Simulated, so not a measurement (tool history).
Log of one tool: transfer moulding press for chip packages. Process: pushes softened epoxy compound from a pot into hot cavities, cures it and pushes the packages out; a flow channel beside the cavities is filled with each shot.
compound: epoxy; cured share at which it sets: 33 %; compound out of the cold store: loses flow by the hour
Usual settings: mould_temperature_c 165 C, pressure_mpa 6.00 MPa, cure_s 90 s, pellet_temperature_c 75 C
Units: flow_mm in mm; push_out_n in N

run	hour	mould_temperature_c	pressure_mpa	cure_s	pellet_temperature_c	incoming compound's hours out of the cold store	flow_mm	push_out_n
1	0.0	165	6.00	90	75	13.9	637	339
# hour 65.2: cavities cleaned with cleaning compound and waxed
2	65.2	165	6.00	90	66	43.7	538	299
3	110.4	165	6.00	90	66	23.4	587	439
# hour 129.6: cavities cleaned with cleaning compound and waxed
4	185.8	173	6.00	90	75	28.8	546	320
# hour 193.0: cavities cleaned with cleaning compound and waxed
# hour 256.7: cavities cleaned with cleaning compound and waxed
5	265.1	165	6.00	127	75	12.4	596	248
6	305.6	170	6.00	90	75	42.0	487	326
# hour 318.6: cavities cleaned with cleaning compound and waxed
# hour 364.4: plunger's sealing rings changed
7	365.7	170	6.00	90	75	35.9	565	329
# hour 384.2: cavities cleaned with cleaning compound and waxed
8	413.8	170	6.00	90	75	43.8	536	312
# hour 447.2: cavities cleaned with cleaning compound and waxed
9	456.1	165	6.00	90	75	40.1	550	335
10	487.1	165	6.00	90	75	28.7	581	376
# hour 508.4: cavities cleaned with cleaning compound and waxed
11	541.6	168	6.00	90	75	46.1	524	321
# hour 550.6: mould's thermocouples calibrated
# hour 572.8: cavities cleaned with cleaning compound and waxed
12	608.3	168	6.00	90	75	22.9	563	342
# hour 635.9: cavities cleaned with cleaning compound and waxed
13	663.5	165	6.00	90	75	31.5	544	393
# hour 700.7: cavities cleaned with cleaning compound and waxed
14	709.4	165	6.00	90	75	18.2	568	347
# hour 761.9: cavities cleaned with cleaning compound and waxed
15	765.6	165	6.03	91	83	22.5	540	303
# hour 782.5: plunger's sealing rings changed
# hour 825.7: cavities cleaned with cleaning compound and waxed
16	825.7	165	6.03	80	79	29.0	584	387
# hour 891.2: cavities cleaned with cleaning compound and waxed
17	893.8	172	4.53	90	75	30.3	484	250
18	937.0	168	4.53	109	75	18.1	513	319
# hour 952.6: cavities cleaned with cleaning compound and waxed
19	978.9	170	4.72	79	71	29.3	491	369
# hour 1014.1: cavities cleaned with cleaning compound and waxed
20	1034.8	161	5.11	122	75	30.9	511	296
# hour 1079.1: cavities cleaned with cleaning compound and waxed
21	1097.3	170	5.02	74	79	14.6	520	389
# hour 1143.2: cavities cleaned with cleaning compound and waxed
22	1153.9	162	4.98	90	75	20.7	519	396
23	1186.3	162	4.98	90	75	38.0	466	455
# hour 1197.4: plunger's sealing rings changed
# hour 1209.9: cavities cleaned with cleaning compound and waxed
# hour 1231.6: mould's thermocouples calibrated
24	1253.4	162	4.98	117	81	17.3	571	335
# hour 1273.6: cavities cleaned with cleaning compound and waxed
25	1295.1	170	6.00	123	81	35.2	560	271

Forecast each of these 3 alternatives for the next run:
# hour 1334.7: cavities cleaned with cleaning compound and waxed
A	1373.1	165	6.00	99	75	19.3	?	?
# hour 1334.7: cavities cleaned with cleaning compound and waxed
B	1373.1	164	6.00	90	75	27.7	?	?
# hour 1334.7: cavities cleaned with cleaning compound and waxed
C	1373.1	165	6.20	123	81	20.5	?	?

run	flow_mm	push_out_n
A	587	343
B	569	412
C	607	316
Without the tool's hidden state the same runs would have given:
run	flow_mm	push_out_n
A	614	268
B	596	326
C	635	243
